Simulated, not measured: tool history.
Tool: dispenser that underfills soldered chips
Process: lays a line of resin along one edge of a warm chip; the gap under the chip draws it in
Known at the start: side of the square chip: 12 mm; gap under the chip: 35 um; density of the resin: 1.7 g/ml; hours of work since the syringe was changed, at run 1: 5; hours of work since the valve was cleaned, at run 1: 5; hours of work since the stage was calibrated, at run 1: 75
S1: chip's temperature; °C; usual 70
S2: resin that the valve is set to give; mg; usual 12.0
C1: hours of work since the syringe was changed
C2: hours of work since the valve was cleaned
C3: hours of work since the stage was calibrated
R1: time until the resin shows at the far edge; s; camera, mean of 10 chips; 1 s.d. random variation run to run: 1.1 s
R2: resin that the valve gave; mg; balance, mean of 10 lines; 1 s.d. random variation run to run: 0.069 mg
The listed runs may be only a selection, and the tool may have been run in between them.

run 1 hour=0.0 | S1=70 S2=12.0 | C1=5 C2=5 C3=75 | R1=121.6 R2=11.88
run 2 hour=2.8 | S1=65 S2=12.0 | C1=7 C2=7 C3=77 | R1=156.8 R2=11.95
run 3 hour=5.4 | S1=70 S2=11.2 | C1=9 C2=9 C3=79 | R1=141.6 R2=11.10
-- hour=8.0 new syringe of resin
run 4 hour=10.5 | S1=70 S2=11.2 | C1=2 C2=12 C3=82 | R1=111.7 R2=11.27
run 5 hour=12.9 | S1=70 S2=11.2 | C1=4 C2=14 C3=84 | R1=120.8 R2=11.11
run 6 hour=18.0 | S1=70 S2=12.1 | C1=7 C2=18 C3=88 | R1=132.0 R2=11.95
run 7 hour=21.1 | S1=70 S2=13.2 | C1=10 C2=20 C3=90 | R1=140.1 R2=13.04
-- hour=22.9 new syringe of resin
run 8 hour=25.6 | S1=70 S2=13.2 | C1=2 C2=23 C3=93 | R1=109.5 R2=13.02
run 9 hour=30.9 | S1=56 S2=12.0 | C1=6 C2=27 C3=97 | R1=210.6 R2=11.82
run 10 hour=34.0 | S1=56 S2=12.0 | C1=8 C2=29 C3=99 | R1=226.7 R2=11.96
-- hour=37.5 new syringe of resin
run 11 hour=39.6 | S1=70 S2=12.0 | C1=1 C2=33 C3=103 | R1=108.4 R2=11.75
run 12 hour=42.5 | S1=72 S2=12.0 | C1=4 C2=35 C3=105 | R1=109.4 R2=11.79
run 13 hour=48.1 | S1=70 S2=10.7 | C1=8 C2=39 C3=109 | R1=136.4 R2=10.50
-- hour=52.2 new syringe of resin
run 14 hour=52.7 | S1=76 S2=13.0 | C1=0 C2=42 C3=112 | R1=83.9 R2=12.67
run 15 hour=55.5 | S1=76 S2=13.0 | C1=2 C2=44 C3=114 | R1=88.4 R2=12.50
run 16 hour=60.5 | S1=76 S2=13.0 | C1=6 C2=48 C3=118 | R1=99.9 R2=12.50
run 17 hour=63.7 | S1=76 S2=13.0 | C1=8 C2=50 C3=121 | R1=109.1 R2=12.51
-- hour=66.8 new syringe of resin
run 18 hour=67.7 | S1=78 S2=11.4 | C1=1 C2=53 C3=123 | R1=79.8 R2=11.07
run 19 hour=70.2 | S1=78 S2=11.4 | C1=2 C2=55 C3=125 | R1=85.9 R2=10.95
run 20 hour=74.6 | S1=64 S2=10.9 | C1=6 C2=58 C3=128 | R1=156.2 R2=10.47
run 21 hour=79.8 | S1=64 S2=10.9 | C1=9 C2=62 C3=132 | R1=177.7 R2=10.47
-- hour=81.5 new syringe of resin
run 22 hour=82.6 | S1=84 S2=13.5 | C1=1 C2=64 C3=134 | R1=63.5 R2=12.97
run 23 hour=85.7 | S1=84 S2=13.5 | C1=3 C2=66 C3=136 | R1=68.2 R2=12.90
run 24 hour=90.3 | S1=56 S2=12.9 | C1=6 C2=69 C3=139 | R1=208.0 R2=12.27

Branching from run 24: 5 alternative next runs. What would each branch give?
run A hour=92.7 | S1=60 S2=13.2 | C1=8 C2=71 C3=141 | R1=? R2=?
run B hour=92.7 | S1=70 S2=15.4 | C1=8 C2=71 C3=141 | R1=? R2=?
run C hour=92.7 | S1=62 S2=11.9 | C1=8 C2=71 C3=141 | R1=? R2=?
run D hour=92.7 | S1=68 S2=11.0 | C1=8 C2=71 C3=141 | R1=? R2=?
run E hour=92.7 | S1=70 S2=10.5 | C1=8 C2=71 C3=141 | R1=? R2=?

run=A R1=188.1 R2=12.68
run=B R1=126.7 R2=14.67
run=C R1=181.1 R2=11.29
run=D R1=146.4 R2=10.34
run=E R1=140.1 R2=10.05
Had the tool no hidden state, the same runs would have come out as:
run=A R1=150.7 R2=13.34
run=B R1=101.5 R2=15.44
run=C R1=144.1 R2=11.88
run=D R1=116.0 R2=10.88
run=E R1=110.5 R2=10.58

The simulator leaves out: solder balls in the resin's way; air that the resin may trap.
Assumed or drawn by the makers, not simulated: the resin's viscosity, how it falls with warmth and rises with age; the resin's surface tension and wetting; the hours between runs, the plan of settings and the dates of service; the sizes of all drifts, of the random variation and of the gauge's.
